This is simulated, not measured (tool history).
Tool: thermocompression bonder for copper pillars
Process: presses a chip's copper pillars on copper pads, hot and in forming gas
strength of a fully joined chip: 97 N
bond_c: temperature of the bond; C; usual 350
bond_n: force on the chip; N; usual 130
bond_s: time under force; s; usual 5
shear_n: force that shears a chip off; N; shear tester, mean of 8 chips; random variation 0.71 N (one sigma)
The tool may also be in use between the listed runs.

{"run": 1, "hour": 0.0, "bond_c": 350, "bond_n": 130, "bond_s": 5, "shear_n": 50.3}
{"run": 2, "hour": 41.0, "bond_c": 350, "bond_n": 130, "bond_s": 5, "shear_n": 50.9}
{"run": 3, "hour": 74.5, "bond_c": 350, "bond_n": 130, "bond_s": 5, "shear_n": 51.0}
{"run": 4, "hour": 117.9, "bond_c": 350, "bond_n": 130, "bond_s": 5, "shear_n": 50.1}
{"run": 5, "hour": 151.4, "bond_c": 350, "bond_n": 130, "bond_s": 5, "shear_n": 50.6}
{"run": 6, "hour": 181.8, "bond_c": 350, "bond_n": 130, "bond_s": 3, "shear_n": 42.4}
{"run": 7, "hour": 223.4, "bond_c": 350, "bond_n": 130, "bond_s": 5, "shear_n": 50.0}
{"run": 8, "hour": 254.1, "bond_c": 350, "bond_n": 130, "bond_s": 5, "shear_n": 49.5}
{"run": 9, "hour": 299.0, "bond_c": 350, "bond_n": 130, "bond_s": 5, "shear_n": 48.9}
{"hour": 342.0, "done": "forming gas filter changed"}
{"run": 10, "hour": 354.4, "bond_c": 350, "bond_n": 130, "bond_s": 5, "shear_n": 49.9}
{"run": 11, "hour": 398.2, "bond_c": 350, "bond_n": 130, "bond_s": 5, "shear_n": 49.4}
{"run": 12, "hour": 445.4, "bond_c": 350, "bond_n": 173, "bond_s": 5, "shear_n": 59.7}
{"run": 13, "hour": 487.1, "bond_c": 350, "bond_n": 173, "bond_s": 5, "shear_n": 59.6}
{"run": 14, "hour": 515.6, "bond_c": 350, "bond_n": 130, "bond_s": 5, "shear_n": 50.9}
{"run": 15, "hour": 554.5, "bond_c": 350, "bond_n": 130, "bond_s": 5, "shear_n": 51.1}
{"run": 16, "hour": 602.7, "bond_c": 350, "bond_n": 130, "bond_s": 5, "shear_n": 49.6}
{"run": 17, "hour": 634.0, "bond_c": 353, "bond_n": 128, "bond_s": 7, "shear_n": 56.9}
{"run": 18, "hour": 666.3, "bond_c": 361, "bond_n": 86, "bond_s": 5, "shear_n": 43.6}
{"hour": 682.5, "done": "forming gas filter changed"}
{"run": 19, "hour": 718.8, "bond_c": 361, "bond_n": 86, "bond_s": 5, "shear_n": 43.4}
{"run": 20, "hour": 756.6, "bond_c": 361, "bond_n": 86, "bond_s": 5, "shear_n": 43.0}
{"run": 21, "hour": 814.8, "bond_c": 350, "bond_n": 88, "bond_s": 6, "shear_n": 42.3}
{"run": 22, "hour": 840.8, "bond_c": 350, "bond_n": 88, "bond_s": 6, "shear_n": 41.7}
{"run": 23, "hour": 871.1, "bond_c": 350, "bond_n": 88, "bond_s": 6, "shear_n": 40.6}
{"run": 24, "hour": 919.8, "bond_c": 343, "bond_n": 101, "bond_s": 15, "shear_n": 57.1}
{"run": 25, "hour": 953.6, "bond_c": 324, "bond_n": 130, "bond_s": 13, "shear_n": 52.4}
{"hour": 982.1, "done": "heater calibrated with a thermocouple chip"}
{"run": 26, "hour": 984.9, "bond_c": 346, "bond_n": 176, "bond_s": 6, "shear_n": 60.3}
{"hour": 1027.2, "done": "forming gas filter changed"}
{"run": 27, "hour": 1035.6, "bond_c": 346, "bond_n": 176, "bond_s": 6, "shear_n": 61.4}
{"run": 28, "hour": 1075.5, "bond_c": 346, "bond_n": 176, "bond_s": 6, "shear_n": 61.9}
{"run": 29, "hour": 1114.8, "bond_c": 346, "bond_n": 176, "bond_s": 6, "shear_n": 61.1}

Forecast each of these 3 alternatives for the next run:
{"run": "A", "hour": 1154.9, "bond_c": 325, "bond_n": 95, "bond_s": 7, "shear_n": "?"}
{"run": "B", "hour": 1154.9, "bond_c": 346, "bond_n": 176, "bond_s": 3, "shear_n": "?"}
{"run": "C", "hour": 1154.9, "bond_c": 346, "bond_n": 132, "bond_s": 6, "shear_n": "?"}

run=A shear_n=34.9
run=B shear_n=47.9
run=C shear_n=51.2
Without the tool's hidden state the same runs would have given:
run=A shear_n=35.0
run=B shear_n=48.0
run=C shear_n=51.3
